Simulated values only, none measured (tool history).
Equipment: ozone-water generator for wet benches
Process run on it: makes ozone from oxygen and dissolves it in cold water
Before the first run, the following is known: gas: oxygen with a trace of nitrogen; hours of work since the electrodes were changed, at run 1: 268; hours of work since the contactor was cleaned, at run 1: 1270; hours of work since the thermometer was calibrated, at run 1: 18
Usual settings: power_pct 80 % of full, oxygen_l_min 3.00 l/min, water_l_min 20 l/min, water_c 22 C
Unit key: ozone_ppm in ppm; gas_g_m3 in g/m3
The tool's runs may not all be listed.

run   hour  power_pct  oxygen_l_min  water_l_min  water_c  hours of work since the electrodes were changed  hours of work since the contactor was cleaned  hours of work since the thermometer was calibrated  ozone_ppm  gas_g_m3
  1    0.0         80          3.00           20       22                                              268                                           1270                                                  18        9.0     157.7
  2   96.7         80          3.00           20       22                                              339                                           1341                                                  89        9.0     157.9
  3  149.8         80          3.00           14       22                                              378                                           1381                                                 128       13.0     158.7
  4  248.3         80          3.00           14       22                                              451                                           1454                                                 201       13.1     158.3
  5  330.3         80          3.00           14       22                                              512                                           1514                                                 262       13.0     157.7
  6  415.6         80          3.00           14       15                                              575                                           1577                                                 325       14.0     158.3
  7  466.4         80          3.00           14       15                                              613                                           1615                                                 363       14.3     157.0
  8  509.4         44          4.19           29       15                                              645                                           1647                                                 395        4.6      87.3
  9  600.0         80          3.68           29       22                                              712                                           1714                                                 462        5.9     135.6
 10  666.2         80          3.68           29       22                                              761                                           1763                                                 511        6.0     136.7
 11  743.6         80          3.14           26       17                                              818                                           1820                                                 568        7.0     152.7

3 options for the next run, each taken on its own from the tool as it stands now. Forecast them:
  A  844.0         80          5.14           13       22                                              892                                           1894                                                 642          ?         ?
  B  844.0         80          3.14           26       16                                              892                                           1894                                                 642          ?         ?
  C  844.0         96          3.00           22       19                                              892                                           1894                                                 642          ?         ?

run  ozone_ppm  gas_g_m3
  A       12.7     108.0
  B        7.1     150.0
  C        9.5     172.9
Without the tool's hidden state the same runs would have given:
run  ozone_ppm  gas_g_m3
  A       12.7     109.5
  B        7.1     152.1
  C        9.5     175.4

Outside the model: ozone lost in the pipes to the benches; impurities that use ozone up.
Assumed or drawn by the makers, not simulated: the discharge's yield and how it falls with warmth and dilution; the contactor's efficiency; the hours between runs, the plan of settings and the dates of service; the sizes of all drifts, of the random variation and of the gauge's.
